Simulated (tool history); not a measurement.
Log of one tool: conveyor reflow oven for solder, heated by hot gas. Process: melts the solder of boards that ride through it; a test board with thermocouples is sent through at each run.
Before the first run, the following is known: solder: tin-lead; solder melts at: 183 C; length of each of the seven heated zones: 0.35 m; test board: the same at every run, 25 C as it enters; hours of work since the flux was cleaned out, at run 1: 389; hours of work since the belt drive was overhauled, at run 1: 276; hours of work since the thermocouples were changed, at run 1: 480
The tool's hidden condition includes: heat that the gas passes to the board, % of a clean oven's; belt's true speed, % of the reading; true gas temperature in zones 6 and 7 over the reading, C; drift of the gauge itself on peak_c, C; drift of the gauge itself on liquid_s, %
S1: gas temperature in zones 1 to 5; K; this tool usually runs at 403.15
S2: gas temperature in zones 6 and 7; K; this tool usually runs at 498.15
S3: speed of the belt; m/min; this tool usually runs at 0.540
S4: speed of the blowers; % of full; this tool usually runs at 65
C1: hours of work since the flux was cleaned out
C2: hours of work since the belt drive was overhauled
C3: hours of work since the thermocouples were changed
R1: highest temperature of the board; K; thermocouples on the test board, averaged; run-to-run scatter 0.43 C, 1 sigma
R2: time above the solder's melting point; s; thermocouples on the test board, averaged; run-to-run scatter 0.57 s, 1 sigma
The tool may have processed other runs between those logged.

run	hour	S1	S2	S3	S4	C1	C2	C3	R1	R2
1	0.0	403.15	498.15	0.540	65	389	276	480	477.55	40.7
# hour 18.0: flux residue cleaned out of gas plates and filters
2	22.0	403.15	498.15	0.540	65	2	284	488	481.25	47.2
3	37.7	403.15	498.15	0.540	65	9	292	495	480.55	45.6
4	50.0	403.15	498.15	0.540	65	15	297	500	481.25	46.6
5	67.4	403.15	498.15	0.462	65	23	305	509	486.45	62.8
6	76.5	403.15	498.15	0.462	65	27	310	513	485.35	61.3
7	90.6	403.15	498.15	0.462	65	34	316	519	484.65	62.1
8	105.5	403.15	498.15	0.540	65	41	323	526	480.85	46.5
# hour 111.0: belt drive overhauled, speed set with a stopwatch
9	121.6	403.15	498.15	0.540	65	46	5	532	480.45	46.8
10	138.2	403.15	498.15	0.540	65	54	13	539	480.75	46.5
11	148.3	403.15	498.15	0.540	65	58	17	544	480.65	47.5
12	156.4	401.15	512.15	0.540	65	62	21	548	492.55	55.5
13	164.3	400.15	512.15	0.518	70	66	25	551	495.35	60.6
14	179.8	400.15	503.15	0.555	70	73	32	559	484.95	48.6
15	188.7	413.15	497.15	0.575	70	77	36	563	481.55	47.2
# hour 195.3: belt drive overhauled, speed set with a stopwatch, once more
16	207.6	413.15	497.15	0.575	70	84	6	570	481.45	48.0
17	222.7	403.15	509.15	0.470	65	91	13	577	494.75	67.4
18	237.5	408.15	498.15	0.466	67	98	20	584	486.55	63.1
19	248.4	401.15	494.15	0.466	67	103	25	589	481.05	55.2
20	264.7	401.15	494.15	0.466	67	110	32	596	482.15	56.0
21	273.0	401.15	494.15	0.466	67	114	36	600	481.35	56.1

Measured result minus the same run's result without the hidden state. Both carry the same run-to-run variation, though not necessarily the same gauge scatter:
run	R1	R2
1	-3.60	-5.4
2	+0.70	+0.7
3	+0.70	+0.6
4	+0.60	+0.6
5	+0.70	+0.6
6	+0.60	+0.5
7	+0.60	+0.5
8	+0.30	+0.3
9	+0.30	+0.3
10	+0.30	+0.2
11	+0.20	+0.1
12	+0.10	+0.1
13	+0.10	+0.1
14	+0.00	-0.1
15	+0.10	-0.1
16	-0.10	-0.5
17	-0.10	-0.4
18	+0.00	-0.5
19	-0.10	-0.7
20	-0.10	-0.8
21	-0.10	-0.9
